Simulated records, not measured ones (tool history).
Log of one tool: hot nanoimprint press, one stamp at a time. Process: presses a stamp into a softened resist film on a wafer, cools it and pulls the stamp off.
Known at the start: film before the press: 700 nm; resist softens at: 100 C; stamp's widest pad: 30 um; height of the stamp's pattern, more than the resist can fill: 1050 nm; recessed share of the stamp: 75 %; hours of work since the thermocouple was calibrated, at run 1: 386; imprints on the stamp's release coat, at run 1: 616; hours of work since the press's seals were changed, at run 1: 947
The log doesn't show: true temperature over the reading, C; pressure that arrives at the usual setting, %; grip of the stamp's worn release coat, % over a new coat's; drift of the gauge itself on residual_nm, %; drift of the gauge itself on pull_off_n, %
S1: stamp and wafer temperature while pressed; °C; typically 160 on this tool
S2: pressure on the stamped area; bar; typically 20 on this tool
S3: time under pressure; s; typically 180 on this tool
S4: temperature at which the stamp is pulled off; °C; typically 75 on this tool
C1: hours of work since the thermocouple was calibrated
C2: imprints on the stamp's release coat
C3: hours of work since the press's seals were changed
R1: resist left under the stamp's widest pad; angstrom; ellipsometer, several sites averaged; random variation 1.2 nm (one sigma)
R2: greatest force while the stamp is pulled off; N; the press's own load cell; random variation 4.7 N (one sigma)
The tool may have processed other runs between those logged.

run 1 day=0 | S1=160 S2=20 S3=180 S4=75 | C1=386 C2=616 C3=947 | R1=3807 R2=265
run 2 day=1.379 | S1=160 S2=20 S3=180 S4=75 | C1=411 C2=776 C3=971 | R1=3817 R2=265
run 3 day=2.079 | S1=160 S2=20 S3=180 S4=75 | C1=423 C2=858 C3=984 | R1=3794 R2=271
run 4 day=3.171 | S1=160 S2=20 S3=180 S4=75 | C1=443 C2=984 C3=1004 | R1=3790 R2=280
run 5 day=4.392 | S1=160 S2=20 S3=180 S4=67 | C1=465 C2=1126 C3=1025 | R1=3753 R2=324
run 6 day=5.754 | S1=160 S2=20 S3=180 S4=75 | C1=489 C2=1284 C3=1050 | R1=3785 R2=280
run 7 day=6.821 | S1=160 S2=20 S3=180 S4=68 | C1=509 C2=1408 C3=1069 | R1=3768 R2=329
-- day=7.042 plate thermocouple calibrated
run 8 day=7.575 | S1=160 S2=20 S3=106 S4=68 | C1=10 C2=1481 C3=1080 | R1=4367 R2=336
-- day=8.808 press's hydraulic seals changed and the load cell set to zero
run 9 day=9.033 | S1=160 S2=20 S3=108 S4=68 | C1=30 C2=1611 C3=4 | R1=4281 R2=336
-- day=10.583 stamp cleaned and given a new release coat
run 10 day=10.671 | S1=162 S2=19.2 S3=259 S4=70 | C1=55 C2=11 C3=29 | R1=2956 R2=250
run 11 day=11.538 | S1=160 S2=20 S3=257 S4=74 | C1=70 C2=111 C3=44 | R1=3192 R2=235
run 12 day=12.975 | S1=160 S2=20 S3=346 S4=74 | C1=96 C2=278 C3=70 | R1=2868 R2=248
-- day=13.458 plate thermocouple calibrated, once more
run 13 day=13.792 | S1=160 S2=20 S3=346 S4=74 | C1=6 C2=359 C3=83 | R1=3170 R2=255
run 14 day=14.758 | S1=165 S2=19.3 S3=169 S4=73 | C1=23 C2=471 C3=100 | R1=3251 R2=261
run 15 day=15.517 | S1=160 S2=23.7 S3=180 S4=75 | C1=37 C2=559 C3=114 | R1=3703 R2=262
run 16 day=16.417 | S1=160 S2=23.7 S3=180 S4=75 | C1=53 C2=664 C3=130 | R1=3698 R2=264
run 17 day=17.296 | S1=160 S2=23.7 S3=180 S4=75 | C1=69 C2=766 C3=146 | R1=3674 R2=271
run 18 day=18.712 | S1=154 S2=23.7 S3=180 S4=62 | C1=94 C2=930 C3=171 | R1=4857 R2=337

Difference, measured minus no-hidden-state, one row per run. Run-to-run variation is common to both terms; the gauge's own scatter need not be:
run=1 R1=-140 R2=+28
run=2 R1=-146 R2=+34
run=3 R1=-149 R2=+39
run=4 R1=-153 R2=+46
run=5 R1=-158 R2=+60
run=6 R1=-165 R2=+58
run=7 R1=-169 R2=+74
run=8 R1=-236 R2=+77
run=9 R1=-292 R2=+84
run=10 R1=-263 R2=-6
run=11 R1=-287 R2=-1
run=12 R1=-278 R2=+7
run=13 R1=+35 R2=+19
run=14 R1=+28 R2=+25
run=15 R1=+28 R2=+28
run=16 R1=+24 R2=+34
run=17 R1=+20 R2=+39
run=18 R1=+15 R2=+57
